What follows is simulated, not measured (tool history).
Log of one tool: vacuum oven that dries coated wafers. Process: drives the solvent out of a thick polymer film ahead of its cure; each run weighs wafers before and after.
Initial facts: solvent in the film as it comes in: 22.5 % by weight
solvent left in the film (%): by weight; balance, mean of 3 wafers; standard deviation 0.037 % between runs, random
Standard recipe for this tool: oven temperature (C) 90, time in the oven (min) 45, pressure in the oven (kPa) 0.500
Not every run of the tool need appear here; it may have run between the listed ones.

run 1 hour=0.0 | oven_temperature_(C)=90 time_in_the_oven_(min)=45 pressure_in_the_oven_(kPa)=0.500 | solvent_left_in_the_film_(%)=2.05
run 2 hour=10.4 | oven_temperature_(C)=90 time_in_the_oven_(min)=45 pressure_in_the_oven_(kPa)=0.500 | solvent_left_in_the_film_(%)=2.04
run 3 hour=26.7 | oven_temperature_(C)=101 time_in_the_oven_(min)=45 pressure_in_the_oven_(kPa)=0.500 | solvent_left_in_the_film_(%)=0.72
run 4 hour=37.5 | oven_temperature_(C)=90 time_in_the_oven_(min)=45 pressure_in_the_oven_(kPa)=0.500 | solvent_left_in_the_film_(%)=2.06
run 5 hour=53.7 | oven_temperature_(C)=90 time_in_the_oven_(min)=45 pressure_in_the_oven_(kPa)=0.500 | solvent_left_in_the_film_(%)=2.11
run 6 hour=70.1 | oven_temperature_(C)=90 time_in_the_oven_(min)=45 pressure_in_the_oven_(kPa)=0.500 | solvent_left_in_the_film_(%)=2.06
run 7 hour=83.2 | oven_temperature_(C)=90 time_in_the_oven_(min)=45 pressure_in_the_oven_(kPa)=0.730 | solvent_left_in_the_film_(%)=2.29
run 8 hour=89.9 | oven_temperature_(C)=90 time_in_the_oven_(min)=45 pressure_in_the_oven_(kPa)=0.500 | solvent_left_in_the_film_(%)=2.07
run 9 hour=100.9 | oven_temperature_(C)=90 time_in_the_oven_(min)=45 pressure_in_the_oven_(kPa)=0.500 | solvent_left_in_the_film_(%)=2.10
run 10 hour=114.5 | oven_temperature_(C)=90 time_in_the_oven_(min)=45 pressure_in_the_oven_(kPa)=0.500 | solvent_left_in_the_film_(%)=2.04
run 11 hour=124.9 | oven_temperature_(C)=90 time_in_the_oven_(min)=45 pressure_in_the_oven_(kPa)=0.500 | solvent_left_in_the_film_(%)=2.04
run 12 hour=133.3 | oven_temperature_(C)=90 time_in_the_oven_(min)=45 pressure_in_the_oven_(kPa)=0.500 | solvent_left_in_the_film_(%)=2.11
run 13 hour=145.2 | oven_temperature_(C)=90 time_in_the_oven_(min)=45 pressure_in_the_oven_(kPa)=0.500 | solvent_left_in_the_film_(%)=2.08
run 14 hour=152.4 | oven_temperature_(C)=90 time_in_the_oven_(min)=45 pressure_in_the_oven_(kPa)=0.500 | solvent_left_in_the_film_(%)=2.08
run 15 hour=159.7 | oven_temperature_(C)=90 time_in_the_oven_(min)=45 pressure_in_the_oven_(kPa)=0.500 | solvent_left_in_the_film_(%)=2.08
run 16 hour=167.1 | oven_temperature_(C)=95 time_in_the_oven_(min)=45 pressure_in_the_oven_(kPa)=0.500 | solvent_left_in_the_film_(%)=1.31
run 17 hour=180.2 | oven_temperature_(C)=95 time_in_the_oven_(min)=45 pressure_in_the_oven_(kPa)=0.500 | solvent_left_in_the_film_(%)=1.26
run 18 hour=192.0 | oven_temperature_(C)=95 time_in_the_oven_(min)=45 pressure_in_the_oven_(kPa)=0.500 | solvent_left_in_the_film_(%)=1.32
run 19 hour=208.0 | oven_temperature_(C)=95 time_in_the_oven_(min)=45 pressure_in_the_oven_(kPa)=0.500 | solvent_left_in_the_film_(%)=1.31
run 20 hour=222.5 | oven_temperature_(C)=95 time_in_the_oven_(min)=45 pressure_in_the_oven_(kPa)=0.500 | solvent_left_in_the_film_(%)=1.25
run 21 hour=232.1 | oven_temperature_(C)=95 time_in_the_oven_(min)=45 pressure_in_the_oven_(kPa)=0.500 | solvent_left_in_the_film_(%)=1.26
run 22 hour=247.3 | oven_temperature_(C)=97 time_in_the_oven_(min)=45 pressure_in_the_oven_(kPa)=0.597 | solvent_left_in_the_film_(%)=1.20
run 23 hour=255.7 | oven_temperature_(C)=86 time_in_the_oven_(min)=76 pressure_in_the_oven_(kPa)=0.917 | solvent_left_in_the_film_(%)=1.69
run 24 hour=270.8 | oven_temperature_(C)=81 time_in_the_oven_(min)=37 pressure_in_the_oven_(kPa)=1.436 | solvent_left_in_the_film_(%)=6.53
run 25 hour=284.1 | oven_temperature_(C)=97 time_in_the_oven_(min)=31 pressure_in_the_oven_(kPa)=0.764 | solvent_left_in_the_film_(%)=2.42
run 26 hour=297.2 | oven_temperature_(C)=97 time_in_the_oven_(min)=31 pressure_in_the_oven_(kPa)=0.764 | solvent_left_in_the_film_(%)=2.49
run 27 hour=304.0 | oven_temperature_(C)=80 time_in_the_oven_(min)=49 pressure_in_the_oven_(kPa)=1.427 | solvent_left_in_the_film_(%)=5.22
run 28 hour=319.9 | oven_temperature_(C)=80 time_in_the_oven_(min)=49 pressure_in_the_oven_(kPa)=1.427 | solvent_left_in_the_film_(%)=5.33
run 29 hour=327.7 | oven_temperature_(C)=101 time_in_the_oven_(min)=49 pressure_in_the_oven_(kPa)=0.324 | solvent_left_in_the_film_(%)=0.51
run 30 hour=340.9 | oven_temperature_(C)=84 time_in_the_oven_(min)=45 pressure_in_the_oven_(kPa)=1.792 | solvent_left_in_the_film_(%)=5.09
run 31 hour=348.5 | oven_temperature_(C)=84 time_in_the_oven_(min)=45 pressure_in_the_oven_(kPa)=1.792 | solvent_left_in_the_film_(%)=4.96
run 32 hour=360.7 | oven_temperature_(C)=98 time_in_the_oven_(min)=32 pressure_in_the_oven_(kPa)=0.492 | solvent_left_in_the_film_(%)=1.90
run 33 hour=377.2 | oven_temperature_(C)=98 time_in_the_oven_(min)=32 pressure_in_the_oven_(kPa)=0.492 | solvent_left_in_the_film_(%)=1.90
run 34 hour=387.5 | oven_temperature_(C)=90 time_in_the_oven_(min)=71 pressure_in_the_oven_(kPa)=0.594 | solvent_left_in_the_film_(%)=1.07
run 35 hour=402.1 | oven_temperature_(C)=87 time_in_the_oven_(min)=71 pressure_in_the_oven_(kPa)=0.507 | solvent_left_in_the_film_(%)=1.19
run 36 hour=410.8 | oven_temperature_(C)=89 time_in_the_oven_(min)=33 pressure_in_the_oven_(kPa)=0.500 | solvent_left_in_the_film_(%)=3.74
run 37 hour=420.9 | oven_temperature_(C)=90 time_in_the_oven_(min)=68 pressure_in_the_oven_(kPa)=0.270 | solvent_left_in_the_film_(%)=0.79

What if the next run were any one of these 4? Each begins from the tool's condition after run 37:
run A hour=431.3 | oven_temperature_(C)=90 time_in_the_oven_(min)=25 pressure_in_the_oven_(kPa)=0.270 | solvent_left_in_the_film_(%)=?
run B hour=431.3 | oven_temperature_(C)=90 time_in_the_oven_(min)=45 pressure_in_the_oven_(kPa)=1.252 | solvent_left_in_the_film_(%)=?
run C hour=431.3 | oven_temperature_(C)=84 time_in_the_oven_(min)=77 pressure_in_the_oven_(kPa)=1.378 | solvent_left_in_the_film_(%)=?
run D hour=431.3 | oven_temperature_(C)=90 time_in_the_oven_(min)=32 pressure_in_the_oven_(kPa)=0.270 | solvent_left_in_the_film_(%)=?

run=A solvent_left_in_the_film_(%)=4.81
run=B solvent_left_in_the_film_(%)=2.82
run=C solvent_left_in_the_film_(%)=2.62
run=D solvent_left_in_the_film_(%)=3.37
What these runs would have given with no unlogged condition in the tool:
run=A solvent_left_in_the_film_(%)=4.81
run=B solvent_left_in_the_film_(%)=2.81
run=C solvent_left_in_the_film_(%)=2.61
run=D solvent_left_in_the_film_(%)=3.36

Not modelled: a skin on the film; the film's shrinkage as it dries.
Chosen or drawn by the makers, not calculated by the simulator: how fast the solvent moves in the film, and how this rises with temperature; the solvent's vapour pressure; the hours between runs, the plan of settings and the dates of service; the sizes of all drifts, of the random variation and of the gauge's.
